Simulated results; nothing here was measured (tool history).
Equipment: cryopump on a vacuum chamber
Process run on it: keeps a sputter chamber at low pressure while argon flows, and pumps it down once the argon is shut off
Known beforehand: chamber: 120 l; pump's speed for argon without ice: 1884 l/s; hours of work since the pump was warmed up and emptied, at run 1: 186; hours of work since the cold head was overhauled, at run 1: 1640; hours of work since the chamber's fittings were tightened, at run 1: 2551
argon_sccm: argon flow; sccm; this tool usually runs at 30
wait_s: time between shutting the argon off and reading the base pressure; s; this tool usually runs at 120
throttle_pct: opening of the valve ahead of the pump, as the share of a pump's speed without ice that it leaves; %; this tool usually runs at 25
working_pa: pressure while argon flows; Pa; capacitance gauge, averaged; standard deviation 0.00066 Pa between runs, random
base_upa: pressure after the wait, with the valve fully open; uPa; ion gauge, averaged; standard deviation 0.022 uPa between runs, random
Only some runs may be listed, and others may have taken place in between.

run,hour,argon_sccm,wait_s,throttle_pct,hours of work since the pump was warmed up and emptied,hours of work since the cold head was overhauled,hours of work since the chamber's fittings were tightened,working_pa,base_upa
1,0.0,30,120,25,186,1640,2551,0.1123,1.91
2,60.0,30,120,25,232,1686,2597,0.1125,1.99
3,87.7,30,162,25,253,1707,2618,0.1137,1.97
4,137.9,30,162,25,291,1745,2656,0.1150,1.94
5,169.6,30,120,25,315,1769,2680,0.1155,2.18
6,196.1,36,120,25,336,1789,2700,0.1389,2.20
7,235.0,30,120,25,365,1819,2730,0.1174,2.17
8,264.4,45,120,25,387,1841,2752,0.1768,2.33
9,301.3,45,120,25,416,1869,2780,0.1791,2.45
# hour 358.3: pump warmed up, emptied and cooled again
10,364.0,45,46,28,4,1913,2824,0.1445,2.49
11,389.9,45,39,16,24,1933,2844,0.2527,2.65
12,431.2,30,120,22,55,1964,2875,0.1242,1.93
13,489.7,30,120,22,100,2009,2919,0.1250,1.99
14,515.8,30,120,22,120,2028,2939,0.1256,2.03
15,567.2,30,217,18,159,2068,2978,0.1525,1.90
16,599.3,58,239,41,183,2092,3003,0.1345,1.99
17,651.6,40,120,48,223,2132,3042,0.0819,2.22
18,688.5,24,171,48,251,2160,3071,0.0485,2.22

Forecast each of these 5 alternatives for the next run:
# hour 702.3: leaking fittings of the chamber tightened, without venting
A,722.2,30,176,25,275,2184,15,?,?
# hour 702.3: leaking fittings of the chamber tightened, without venting
B,722.2,32,173,25,275,2184,15,?,?
# hour 702.3: leaking fittings of the chamber tightened, without venting
C,722.2,16,171,54,275,2184,15,?,?
# hour 702.3: leaking fittings of the chamber tightened, without venting
D,722.2,30,120,48,275,2184,15,?,?
# hour 702.3: leaking fittings of the chamber tightened, without venting
E,722.2,16,34,32,275,2184,15,?,?

run,working_pa,base_upa
A,0.1139,0.52
B,0.1213,0.51
C,0.0300,0.51
D,0.0617,0.62
E,0.0493,1.59
Had the tool no hidden state, the same runs would have come out as:
run,working_pa,base_upa
A,0.1074,0.45
B,0.1143,0.44
C,0.0266,0.45
D,0.0552,0.55
E,0.0458,1.53
